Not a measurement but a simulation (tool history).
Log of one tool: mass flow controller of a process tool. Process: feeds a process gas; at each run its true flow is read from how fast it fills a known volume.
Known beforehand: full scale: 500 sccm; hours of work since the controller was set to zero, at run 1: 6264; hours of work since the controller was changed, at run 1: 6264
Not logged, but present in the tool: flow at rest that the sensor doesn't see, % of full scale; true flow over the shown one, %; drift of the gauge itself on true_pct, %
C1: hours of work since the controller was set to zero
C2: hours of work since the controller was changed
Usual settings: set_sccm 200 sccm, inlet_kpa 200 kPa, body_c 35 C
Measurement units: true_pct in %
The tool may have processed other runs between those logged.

{"run": 1, "hour": 0.0, "set_sccm": 200, "inlet_kpa": 200, "body_c": 35, "C1": 6264, "C2": 6264, "true_pct": 98.66}
{"run": 2, "hour": 230.9, "set_sccm": 200, "inlet_kpa": 200, "body_c": 35, "C1": 6435, "C2": 6435, "true_pct": 98.68}
{"run": 3, "hour": 463.3, "set_sccm": 200, "inlet_kpa": 200, "body_c": 35, "C1": 6607, "C2": 6607, "true_pct": 98.79}
{"run": 4, "hour": 764.3, "set_sccm": 200, "inlet_kpa": 200, "body_c": 35, "C1": 6830, "C2": 6830, "true_pct": 98.79}
{"hour": 960.6, "done": "controller's zero set anew"}
{"run": 5, "hour": 1176.0, "set_sccm": 200, "inlet_kpa": 200, "body_c": 28, "C1": 160, "C2": 7135, "true_pct": 98.5}
{"run": 6, "hour": 1390.6, "set_sccm": 200, "inlet_kpa": 200, "body_c": 28, "C1": 319, "C2": 7294, "true_pct": 98.46}
{"run": 7, "hour": 1845.2, "set_sccm": 200, "inlet_kpa": 200, "body_c": 23, "C1": 656, "C2": 7631, "true_pct": 98.26}
{"run": 8, "hour": 2137.2, "set_sccm": 80, "inlet_kpa": 200, "body_c": 35, "C1": 872, "C2": 7847, "true_pct": 98.04}
{"run": 9, "hour": 2586.4, "set_sccm": 80, "inlet_kpa": 200, "body_c": 35, "C1": 1205, "C2": 8180, "true_pct": 98.16}
{"run": 10, "hour": 2980.2, "set_sccm": 80, "inlet_kpa": 200, "body_c": 35, "C1": 1497, "C2": 8472, "true_pct": 98.3}
{"run": 11, "hour": 3235.4, "set_sccm": 80, "inlet_kpa": 205, "body_c": 35, "C1": 1686, "C2": 8661, "true_pct": 98.22}
{"run": 12, "hour": 3438.3, "set_sccm": 284, "inlet_kpa": 200, "body_c": 21, "C1": 1836, "C2": 8811, "true_pct": 99}
{"run": 13, "hour": 3644.8, "set_sccm": 476, "inlet_kpa": 223, "body_c": 39, "C1": 1989, "C2": 8964, "true_pct": 100.59}
{"run": 14, "hour": 3856.1, "set_sccm": 200, "inlet_kpa": 200, "body_c": 20, "C1": 2146, "C2": 9121, "true_pct": 98.47}
{"run": 15, "hour": 4125.3, "set_sccm": 200, "inlet_kpa": 190, "body_c": 23, "C1": 2345, "C2": 9320, "true_pct": 98.64}
{"hour": 4306.0, "done": "controller exchanged for a calibrated one"}
{"run": 16, "hour": 4407.1, "set_sccm": 127, "inlet_kpa": 245, "body_c": 30, "C1": 75, "C2": 75, "true_pct": 98.08}
{"run": 17, "hour": 4726.1, "set_sccm": 466, "inlet_kpa": 200, "body_c": 27, "C1": 311, "C2": 311, "true_pct": 100.43}
{"run": 18, "hour": 5113.2, "set_sccm": 466, "inlet_kpa": 200, "body_c": 27, "C1": 598, "C2": 598, "true_pct": 100.41}
{"run": 19, "hour": 5475.3, "set_sccm": 231, "inlet_kpa": 193, "body_c": 23, "C1": 866, "C2": 866, "true_pct": 99}

Pick out some run-to-run changes in true_pct. Of each, how much would a tool without hidden state show as well, from the settings, what came in and chance, and how much is left for the hidden state and any gauge scatter not in both results compared?
Run 6 -> 7: body_c 28 -> 23. true_pct -0.2 %: hidden state +0.05, all else -0.25.
Run 16 -> 17: set_sccm 127 -> 466, inlet_kpa 245 -> 200, body_c 30 -> 27. true_pct +2.35 %: hidden state +0.04, all else +2.31.
